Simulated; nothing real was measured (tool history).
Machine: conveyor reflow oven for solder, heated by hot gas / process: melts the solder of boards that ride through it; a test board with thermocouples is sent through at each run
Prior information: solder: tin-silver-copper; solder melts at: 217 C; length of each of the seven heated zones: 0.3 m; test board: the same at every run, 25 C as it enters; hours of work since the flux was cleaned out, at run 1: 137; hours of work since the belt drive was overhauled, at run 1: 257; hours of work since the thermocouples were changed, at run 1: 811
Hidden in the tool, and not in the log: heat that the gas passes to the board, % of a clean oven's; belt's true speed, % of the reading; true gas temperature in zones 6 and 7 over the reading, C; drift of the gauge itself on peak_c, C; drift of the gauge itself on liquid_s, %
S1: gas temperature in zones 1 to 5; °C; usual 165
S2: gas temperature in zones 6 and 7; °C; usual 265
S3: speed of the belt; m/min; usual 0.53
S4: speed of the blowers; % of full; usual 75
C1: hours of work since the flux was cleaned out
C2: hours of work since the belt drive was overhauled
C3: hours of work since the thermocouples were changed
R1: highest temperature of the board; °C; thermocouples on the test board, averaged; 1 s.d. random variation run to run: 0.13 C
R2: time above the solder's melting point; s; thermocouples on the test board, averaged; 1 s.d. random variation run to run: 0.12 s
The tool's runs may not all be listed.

Run 1, hour 0: usual settings; C1 137; C2 257; C3 811. Result: R1 250.4 °C, R2 47.3 s.
Run 2, hour 57.9: usual settings; C1 171; C2 292; C3 845. Result: R1 250.2 °C, R2 47.1 s.
At hour 103.4: thermocouples of zones 6 and 7 changed.
Run 3, hour 122.1: usual settings; C1 209; C2 329; C3 11. Result: R1 248.5 °C, R2 45.7 s.
Run 4, hour 172.4: usual settings; C1 239; C2 359; C3 41. Result: R1 248.2 °C, R2 45.5 s.
Run 5, hour 231.9: usual settings; C1 274; C2 395; C3 77. Result: R1 248.2 °C, R2 45.4 s.
Run 6, hour 261.6: usual settings; C1 292; C2 413; C3 95. Result: R1 247.9 °C, R2 45.4 s.
Run 7, hour 302.6: usual settings but S3 0.63 m/min; C1 317; C2 437; C3 119. Result: R1 241.5 °C, R2 32.2 s.
Run 8, hour 351.4: usual settings but S2 260 °C; C1 346; C2 466; C3 148. Result: R1 243.6 °C, R2 42 s.
Run 9, hour 392.4: usual settings but S4 51 % of full; C1 370; C2 491; C3 173. Result: R1 240.9 °C, R2 37.3 s.
Run 10, hour 457.3: usual settings but S4 51 % of full; C1 409; C2 530; C3 212. Result: R1 240.8 °C, R2 37.4 s.
Run 11, hour 516: usual settings but S4 51 % of full; C1 444; C2 565; C3 247. Result: R1 240.5 °C, R2 37.1 s.
Run 12, hour 577.9: usual settings but S4 51 % of full; C1 481; C2 602; C3 284. Result: R1 240.3 °C, R2 36.8 s.
At hour 614: flux residue cleaned out of gas plates and filters.
Run 13, hour 645.6: usual settings but S1 173 °C; C1 19; C2 640; C3 321. Result: R1 252 °C, R2 51.1 s.
Run 14, hour 689.4: usual settings but S1 173 °C; C1 45; C2 666; C3 348. Result: R1 252 °C, R2 51.3 s.
Run 15, hour 756: usual settings but S1 173 °C; C1 85; C2 706; C3 387. Result: R1 251.5 °C, R2 51.1 s.
Run 16, hour 790.8: usual settings but S1 173 °C; C1 106; C2 726; C3 408. Result: R1 251.7 °C, R2 51.1 s.
Run 17, hour 839.2: usual settings but S1 153 °C, S4 62 % of full; C1 135; C2 755; C3 437. Result: R1 244.7 °C, R2 39.3 s.
Run 18, hour 875.8: usual settings but S2 263 °C, S4 73 % of full; C1 157; C2 777; C3 459. Result: R1 247.9 °C, R2 45.8 s.
Run 19, hour 931.2: usual settings but S1 156 °C, S3 0.489 m/min, S4 87 % of full; C1 190; C2 810; C3 492. Result: R1 253.8 °C, R2 52.7 s.
Run 20, hour 976.7: usual settings but S1 156 °C, S3 0.489 m/min, S4 87 % of full; C1 217; C2 838; C3 520. Result: R1 253.8 °C, R2 52.5 s.
Run 21, hour 1038.9: usual settings but S1 156 °C, S3 0.489 m/min, S4 87 % of full; C1 254; C2 875; C3 557. Result: R1 253.6 °C, R2 52.3 s.
Run 22, hour 1098.1: usual settings but S1 156 °C, S3 0.489 m/min, S4 87 % of full; C1 290; C2 910; C3 592. Result: R1 253.3 °C, R2 52.4 s.
Run 23, hour 1154.5: usual settings but S1 156 °C, S3 0.489 m/min, S4 87 % of full; C1 323; C2 944; C3 626. Result: R1 252.9 °C, R2 52 s.
Run 24, hour 1218.7: usual settings but S1 179 °C, S3 0.457 m/min; C1 362; C2 982; C3 664. Result: R1 256.1 °C, R2 64.9 s.
Run 25, hour 1277.7: usual settings but S1 179 °C, S3 0.457 m/min; C1 397; C2 1018; C3 700. Result: R1 255.9 °C, R2 65.3 s.
Run 26, hour 1341.2: usual settings but S1 173 °C, S2 272 °C, S3 0.457 m/min; C1 435; C2 1056; C3 738. Result: R1 261.2 °C, R2 66.2 s.
Run 27, hour 1402.5: usual settings but S1 163 °C, S3 0.623 m/min, S4 54 % of full; C1 472; C2 1092; C3 774. Result: R1 235.1 °C, R2 25.5 s.
Run 28, hour 1432.5: usual settings but S4 67 % of full; C1 490; C2 1110; C3 792. Result: R1 246.9 °C, R2 44.2 s.
At hour 1453.1: flux residue cleaned out of gas plates and filters.
Run 29, hour 1465.4: usual settings but S4 67 % of full; C1 7; C2 1127; C3 809. Result: R1 250.6 °C, R2 47.9 s.
Run 30, hour 1524.9: usual settings but S3 0.582 m/min; C1 43; C2 1163; C3 845. Result: R1 249 °C, R2 42.2 s.
At hour 1571.9: thermocouples of zones 6 and 7 changed.
Run 31, hour 1574.6: usual settings but S3 0.582 m/min; C1 71; C2 1191; C3 2. Result: R1 245.5 °C, R2 39.8 s.

Below are 4 alternative next runs, each starting from the tool's condition after run 31. Predict each:
Run A, hour 1641.8: usual settings but S1 174 °C, S2 269 °C, S4 79 % of full; C1 112; C2 1231; C3 42. Result: R1 ?, R2 ?.
Run B, hour 1641.8: usual settings but S1 174 °C; C1 112; C2 1231; C3 42. Result: R1 ?, R2 ?.
Run C, hour 1641.8: usual settings but S1 161 °C, S3 0.625 m/min; C1 112; C2 1231; C3 42. Result: R1 ?, R2 ?.
Run D, hour 1641.8: usual settings but S3 0.482 m/min; C1 112; C2 1231; C3 42. Result: R1 ?, R2 ?.

run     R1    R2
  A  254.6  53.8
  B  250.1  50.8
  C  241.8    33
  D  251.2  54.7
What these runs would have given with no unlogged condition in the tool:
run     R1    R2
  A  255.1    53
  B  250.7  50.1
  C  242.4  32.8
  D  251.8    54

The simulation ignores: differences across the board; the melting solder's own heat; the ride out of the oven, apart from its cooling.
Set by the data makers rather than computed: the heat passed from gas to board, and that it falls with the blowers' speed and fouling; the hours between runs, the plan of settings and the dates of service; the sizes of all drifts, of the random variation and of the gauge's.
